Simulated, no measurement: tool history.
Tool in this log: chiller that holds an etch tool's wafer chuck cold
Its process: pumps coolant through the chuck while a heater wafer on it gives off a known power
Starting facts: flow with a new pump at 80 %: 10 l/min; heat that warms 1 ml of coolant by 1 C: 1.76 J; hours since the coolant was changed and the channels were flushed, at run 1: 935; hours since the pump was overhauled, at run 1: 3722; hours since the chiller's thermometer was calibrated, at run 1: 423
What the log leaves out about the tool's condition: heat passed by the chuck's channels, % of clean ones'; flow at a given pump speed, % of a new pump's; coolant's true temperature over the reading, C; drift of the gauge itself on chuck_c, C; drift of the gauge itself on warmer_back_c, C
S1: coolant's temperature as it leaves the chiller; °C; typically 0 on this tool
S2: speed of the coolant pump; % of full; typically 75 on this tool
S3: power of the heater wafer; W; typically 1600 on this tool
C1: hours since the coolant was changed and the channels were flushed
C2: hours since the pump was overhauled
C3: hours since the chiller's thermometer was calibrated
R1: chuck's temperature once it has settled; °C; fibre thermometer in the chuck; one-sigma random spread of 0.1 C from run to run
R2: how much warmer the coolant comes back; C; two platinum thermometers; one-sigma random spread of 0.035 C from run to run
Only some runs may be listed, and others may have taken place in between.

{"run": 1, "day": 0.0, "S1": 0, "S2": 75, "S3": 1600, "C1": 935, "C2": 3722, "C3": 423, "R1": 12.1, "R2": 5.83}
{"run": 2, "day": 4.321, "S1": 0, "S2": 75, "S3": 1600, "C1": 1039, "C2": 3826, "C3": 527, "R1": 12.2, "R2": 5.83}
{"run": 3, "day": 10.712, "S1": -9, "S2": 75, "S3": 1600, "C1": 1193, "C2": 3979, "C3": 680, "R1": 3.1, "R2": 5.89}
{"run": 4, "day": 17.05, "S1": -9, "S2": 75, "S3": 1600, "C1": 1345, "C2": 4131, "C3": 832, "R1": 3.0, "R2": 5.87}
{"run": 5, "day": 20.679, "S1": -9, "S2": 75, "S3": 1391, "C1": 1432, "C2": 4218, "C3": 919, "R1": 1.5, "R2": 5.18}
{"run": 6, "day": 27.75, "S1": -9, "S2": 75, "S3": 1391, "C1": 1601, "C2": 4388, "C3": 1089, "R1": 1.8, "R2": 5.25}
{"run": 7, "day": 31.354, "S1": -9, "S2": 75, "S3": 1391, "C1": 1688, "C2": 4475, "C3": 1176, "R1": 1.6, "R2": 5.17}
{"run": 8, "day": 37.196, "S1": 0, "S2": 64, "S3": 1600, "C1": 1828, "C2": 4615, "C3": 1316, "R1": 13.5, "R2": 7.02}
{"run": 9, "day": 41.071, "S1": 0, "S2": 75, "S3": 2246, "C1": 1921, "C2": 4708, "C3": 1409, "R1": 17.2, "R2": 8.38}
{"run": 10, "day": 45.725, "S1": -3, "S2": 75, "S3": 1600, "C1": 2033, "C2": 4820, "C3": 1521, "R1": 9.2, "R2": 6.04}
{"run": 11, "day": 52.725, "S1": -3, "S2": 75, "S3": 1474, "C1": 2201, "C2": 4988, "C3": 1689, "R1": 8.2, "R2": 5.6}
{"run": 12, "day": 58.475, "S1": -3, "S2": 79, "S3": 1474, "C1": 2339, "C2": 5126, "C3": 1827, "R1": 7.6, "R2": 5.36}
{"run": 13, "day": 62.062, "S1": -3, "S2": 79, "S3": 1474, "C1": 2425, "C2": 5212, "C3": 1913, "R1": 8.0, "R2": 5.37}
{"run": 14, "day": 67.938, "S1": -3, "S2": 79, "S3": 1474, "C1": 2566, "C2": 5353, "C3": 2054, "R1": 7.7, "R2": 5.37}
{"run": 15, "day": 73.462, "S1": 0, "S2": 73, "S3": 1600, "C1": 2699, "C2": 5485, "C3": 2186, "R1": 12.4, "R2": 6.4}
{"run": 16, "day": 81.104, "S1": -2, "S2": 73, "S3": 1674, "C1": 2882, "C2": 5669, "C3": 2370, "R1": 11.0, "R2": 6.62}
{"run": 17, "day": 89.379, "S1": -6, "S2": 81, "S3": 1107, "C1": 3080, "C2": 5867, "C3": 2568, "R1": 2.0, "R2": 4.06}
{"day": 96.475, "done": "chiller's thermometer calibrated"}
{"run": 18, "day": 98.05, "S1": -6, "S2": 73, "S3": 2358, "C1": 3288, "C2": 6074, "C3": 38, "R1": 12.4, "R2": 9.32}
{"run": 19, "day": 106.338, "S1": 0, "S2": 81, "S3": 1600, "C1": 3487, "C2": 6273, "C3": 237, "R1": 11.4, "R2": 5.83}
{"run": 20, "day": 114.925, "S1": -10, "S2": 81, "S3": 1137, "C1": 3693, "C2": 6479, "C3": 443, "R1": -1.9, "R2": 4.33}
{"run": 21, "day": 119.188, "S1": 0, "S2": 66, "S3": 918, "C1": 3795, "C2": 6582, "C3": 545, "R1": 7.4, "R2": 4.32}
{"day": 120.638, "done": "gauge calibrated"}
{"run": 22, "day": 127.292, "S1": -1, "S2": 61, "S3": 2392, "C1": 3989, "C2": 6776, "C3": 740, "R1": 19.7, "R2": 10.96}
{"run": 23, "day": 131.179, "S1": 2, "S2": 92, "S3": 2337, "C1": 4083, "C2": 6869, "C3": 833, "R1": 17.6, "R2": 6.99}
{"run": 24, "day": 135.133, "S1": -2, "S2": 75, "S3": 1600, "C1": 4178, "C2": 6964, "C3": 928, "R1": 10.2, "R2": 5.96}
{"run": 25, "day": 140.196, "S1": -2, "S2": 75, "S3": 1600, "C1": 4299, "C2": 7086, "C3": 1049, "R1": 10.0, "R2": 5.93}
{"run": 26, "day": 143.938, "S1": 0, "S2": 89, "S3": 1600, "C1": 4389, "C2": 7176, "C3": 1139, "R1": 10.8, "R2": 5.03}
{"run": 27, "day": 151.088, "S1": 0, "S2": 73, "S3": 944, "C1": 4560, "C2": 7347, "C3": 1311, "R1": 7.2, "R2": 3.7}
{"run": 28, "day": 155.608, "S1": 0, "S2": 73, "S3": 944, "C1": 4669, "C2": 7456, "C3": 1419, "R1": 7.3, "R2": 3.65}
{"run": 29, "day": 163.904, "S1": -8, "S2": 79, "S3": 1544, "C1": 4868, "C2": 7655, "C3": 1618, "R1": 3.3, "R2": 5.53}
{"run": 30, "day": 167.975, "S1": -8, "S2": 79, "S3": 1544, "C1": 4966, "C2": 7753, "C3": 1716, "R1": 3.3, "R2": 5.59}

Measured result minus the same run's result without the hidden state. Both carry the same run-to-run variation, though not necessarily the same gauge scatter:
run=1 R2=+0.01
run=2 R2=+0.02
run=3 R2=+0.05
run=4 R2=+0.08
run=5 R2=+0.09
run=6 R2=+0.11
run=7 R2=+0.13
run=8 R2=+0.16
run=9 R2=+0.18
run=10 R2=+0.19
run=11 R2=+0.22
run=12 R2=+0.25
run=13 R2=+0.26
run=14 R2=+0.29
run=15 R2=+0.31
run=16 R2=+0.34
run=17 R2=+0.37
run=18 R2=+0.41
run=19 R2=+0.44
run=20 R2=+0.48
run=21 R2=+0.49
run=22 R2=+0.05
run=23 R2=+0.06
run=24 R2=+0.07
run=25 R2=+0.09
run=26 R2=+0.11
run=27 R2=+0.13
run=28 R2=+0.15
run=29 R2=+0.19
run=30 R2=+0.20
For R1, the value without the hidden state is never more than 0.1 °C from the measured value.
